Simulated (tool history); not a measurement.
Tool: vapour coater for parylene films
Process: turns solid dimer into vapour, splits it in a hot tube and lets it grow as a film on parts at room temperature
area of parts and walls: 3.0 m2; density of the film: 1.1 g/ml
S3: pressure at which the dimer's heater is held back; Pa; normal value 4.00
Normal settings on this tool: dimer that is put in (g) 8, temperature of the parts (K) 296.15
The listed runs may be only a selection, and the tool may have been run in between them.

{"run": 1, "hour": 0.0, "dimer that is put in (g)": 8, "temperature of the parts (K)": 296.15, "S3": 4.0, "thickness of the film (um)": 1.18}
{"run": 2, "hour": 11.1, "dimer that is put in (g)": 4, "temperature of the parts (K)": 296.15, "S3": 4.0, "thickness of the film (um)": 0.59}
{"run": 3, "hour": 22.4, "dimer that is put in (g)": 4, "temperature of the parts (K)": 296.15, "S3": 4.0, "thickness of the film (um)": 0.56}
{"run": 4, "hour": 34.8, "dimer that is put in (g)": 4, "temperature of the parts (K)": 296.15, "S3": 4.0, "thickness of the film (um)": 0.53}
{"run": 5, "hour": 56.3, "dimer that is put in (g)": 4, "temperature of the parts (K)": 296.15, "S3": 4.0, "thickness of the film (um)": 0.69}
{"run": 6, "hour": 70.7, "dimer that is put in (g)": 8, "temperature of the parts (K)": 296.15, "S3": 11.42, "thickness of the film (um)": 1.17}
{"run": 7, "hour": 86.7, "dimer that is put in (g)": 8, "temperature of the parts (K)": 296.15, "S3": 11.42, "thickness of the film (um)": 1.18}
{"run": 8, "hour": 102.9, "dimer that is put in (g)": 8, "temperature of the parts (K)": 296.15, "S3": 11.42, "thickness of the film (um)": 1.15}
{"run": 9, "hour": 119.0, "dimer that is put in (g)": 8, "temperature of the parts (K)": 296.15, "S3": 11.42, "thickness of the film (um)": 1.19}
{"run": 10, "hour": 136.9, "dimer that is put in (g)": 8, "temperature of the parts (K)": 297.15, "S3": 4.0, "thickness of the film (um)": 1.25}
{"run": 11, "hour": 151.3, "dimer that is put in (g)": 8, "temperature of the parts (K)": 297.15, "S3": 4.0, "thickness of the film (um)": 1.28}
{"run": 12, "hour": 169.2, "dimer that is put in (g)": 8, "temperature of the parts (K)": 297.15, "S3": 4.0, "thickness of the film (um)": 1.2}
{"run": 13, "hour": 182.5, "dimer that is put in (g)": 8, "temperature of the parts (K)": 294.15, "S3": 4.0, "thickness of the film (um)": 1.44}
{"run": 14, "hour": 193.0, "dimer that is put in (g)": 8, "temperature of the parts (K)": 294.15, "S3": 4.0, "thickness of the film (um)": 1.42}
{"run": 15, "hour": 206.3, "dimer that is put in (g)": 8, "temperature of the parts (K)": 296.15, "S3": 4.0, "thickness of the film (um)": 1.3}
{"run": 16, "hour": 222.9, "dimer that is put in (g)": 8, "temperature of the parts (K)": 296.15, "S3": 4.0, "thickness of the film (um)": 1.25}
{"run": 17, "hour": 237.5, "dimer that is put in (g)": 8, "temperature of the parts (K)": 296.15, "S3": 4.0, "thickness of the film (um)": 1.32}
{"run": 18, "hour": 248.1, "dimer that is put in (g)": 8, "temperature of the parts (K)": 298.15, "S3": 4.0, "thickness of the film (um)": 1.17}
{"run": 19, "hour": 263.3, "dimer that is put in (g)": 8, "temperature of the parts (K)": 298.15, "S3": 4.0, "thickness of the film (um)": 1.12}
{"run": 20, "hour": 281.2, "dimer that is put in (g)": 8, "temperature of the parts (K)": 298.15, "S3": 4.0, "thickness of the film (um)": 1.17}
{"run": 21, "hour": 291.2, "dimer that is put in (g)": 8, "temperature of the parts (K)": 298.15, "S3": 4.0, "thickness of the film (um)": 1.18}
{"run": 22, "hour": 305.5, "dimer that is put in (g)": 8, "temperature of the parts (K)": 296.15, "S3": 4.0, "thickness of the film (um)": 1.27}
{"run": 23, "hour": 319.3, "dimer that is put in (g)": 8, "temperature of the parts (K)": 296.15, "S3": 4.0, "thickness of the film (um)": 1.27}
{"run": 24, "hour": 330.9, "dimer that is put in (g)": 8, "temperature of the parts (K)": 296.15, "S3": 6.77, "thickness of the film (um)": 1.13}
{"run": 25, "hour": 339.7, "dimer that is put in (g)": 4, "temperature of the parts (K)": 293.15, "S3": 6.77, "thickness of the film (um)": 0.67}
{"run": 26, "hour": 350.2, "dimer that is put in (g)": 11, "temperature of the parts (K)": 293.15, "S3": 2.8, "thickness of the film (um)": 2.07}
{"run": 27, "hour": 363.6, "dimer that is put in (g)": 11, "temperature of the parts (K)": 293.15, "S3": 2.8, "thickness of the film (um)": 2.09}
{"run": 28, "hour": 373.5, "dimer that is put in (g)": 11, "temperature of the parts (K)": 291.15, "S3": 2.24, "thickness of the film (um)": 2.39}
{"run": 29, "hour": 382.4, "dimer that is put in (g)": 4, "temperature of the parts (K)": 289.15, "S3": 2.24, "thickness of the film (um)": 0.96}
{"run": 30, "hour": 398.3, "dimer that is put in (g)": 12, "temperature of the parts (K)": 299.15, "S3": 2.57, "thickness of the film (um)": 1.69}
{"run": 31, "hour": 408.1, "dimer that is put in (g)": 12, "temperature of the parts (K)": 299.15, "S3": 2.57, "thickness of the film (um)": 1.73}
{"run": 32, "hour": 424.6, "dimer that is put in (g)": 13, "temperature of the parts (K)": 296.15, "S3": 3.92, "thickness of the film (um)": 2.01}
{"run": 33, "hour": 437.4, "dimer that is put in (g)": 3, "temperature of the parts (K)": 296.15, "S3": 9.56, "thickness of the film (um)": 0.39}
{"run": 34, "hour": 447.7, "dimer that is put in (g)": 10, "temperature of the parts (K)": 289.15, "S3": 10.76, "thickness of the film (um)": 1.93}
{"run": 35, "hour": 456.1, "dimer that is put in (g)": 10, "temperature of the parts (K)": 289.15, "S3": 10.76, "thickness of the film (um)": 1.93}
{"run": 36, "hour": 467.9, "dimer that is put in (g)": 5, "temperature of the parts (K)": 304.15, "S3": 4.88, "thickness of the film (um)": 0.49}
{"run": 37, "hour": 484.3, "dimer that is put in (g)": 5, "temperature of the parts (K)": 304.15, "S3": 4.88, "thickness of the film (um)": 0.48}
{"run": 38, "hour": 500.7, "dimer that is put in (g)": 5, "temperature of the parts (K)": 304.15, "S3": 4.88, "thickness of the film (um)": 0.5}
{"run": 39, "hour": 519.7, "dimer that is put in (g)": 5, "temperature of the parts (K)": 304.15, "S3": 4.88, "thickness of the film (um)": 0.52}
{"run": 40, "hour": 533.5, "dimer that is put in (g)": 6, "temperature of the parts (K)": 304.15, "S3": 4.88, "thickness of the film (um)": 0.6}
{"run": 41, "hour": 547.0, "dimer that is put in (g)": 10, "temperature of the parts (K)": 296.15, "S3": 4.0, "thickness of the film (um)": 1.48}
{"run": 42, "hour": 556.4, "dimer that is put in (g)": 8, "temperature of the parts (K)": 295.15, "S3": 5.88, "thickness of the film (um)": 1.19}
{"run": 43, "hour": 572.6, "dimer that is put in (g)": 7, "temperature of the parts (K)": 288.15, "S3": 2.02, "thickness of the film (um)": 1.73}
{"run": 44, "hour": 587.3, "dimer that is put in (g)": 3, "temperature of the parts (K)": 291.15, "S3": 5.35, "thickness of the film (um)": 0.57}
{"run": 45, "hour": 605.0, "dimer that is put in (g)": 3, "temperature of the parts (K)": 291.15, "S3": 5.35, "thickness of the film (um)": 0.54}
{"run": 46, "hour": 627.0, "dimer that is put in (g)": 4, "temperature of the parts (K)": 289.15, "S3": 3.03, "thickness of the film (um)": 1.01}
{"run": 47, "hour": 638.7, "dimer that is put in (g)": 4, "temperature of the parts (K)": 289.15, "S3": 3.03, "thickness of the film (um)": 1.0}
{"run": 48, "hour": 647.7, "dimer that is put in (g)": 8, "temperature of the parts (K)": 296.15, "S3": 7.49, "thickness of the film (um)": 1.24}

Removed from this log: 2 entries logged between the listed runs. Between which two listed runs does each belong, and how does the tool's hidden state at the listed run before it compare with that at the listed run after it?
Runs 4 to 5: trap's valve overhauled (hour 54.7)
  vapour lost through the trap's worn valve, %: 13.2 -> 0.1; true temperature of the parts over the reading, C: -0.23 -> -0.24
  the result without the hidden state subtracted from the measured one, thickness of the film (um): -0.08 -> +0.01
Runs 45 to 46: trap's valve overhauled (hour 613.9)
  vapour lost through the trap's worn valve, %: 12.8 -> 0.8; true temperature of the parts over the reading, C: -0.5 -> -0.51
  the result without the hidden state subtracted from the measured one, thickness of the film (um): -0.06 -> +0.01

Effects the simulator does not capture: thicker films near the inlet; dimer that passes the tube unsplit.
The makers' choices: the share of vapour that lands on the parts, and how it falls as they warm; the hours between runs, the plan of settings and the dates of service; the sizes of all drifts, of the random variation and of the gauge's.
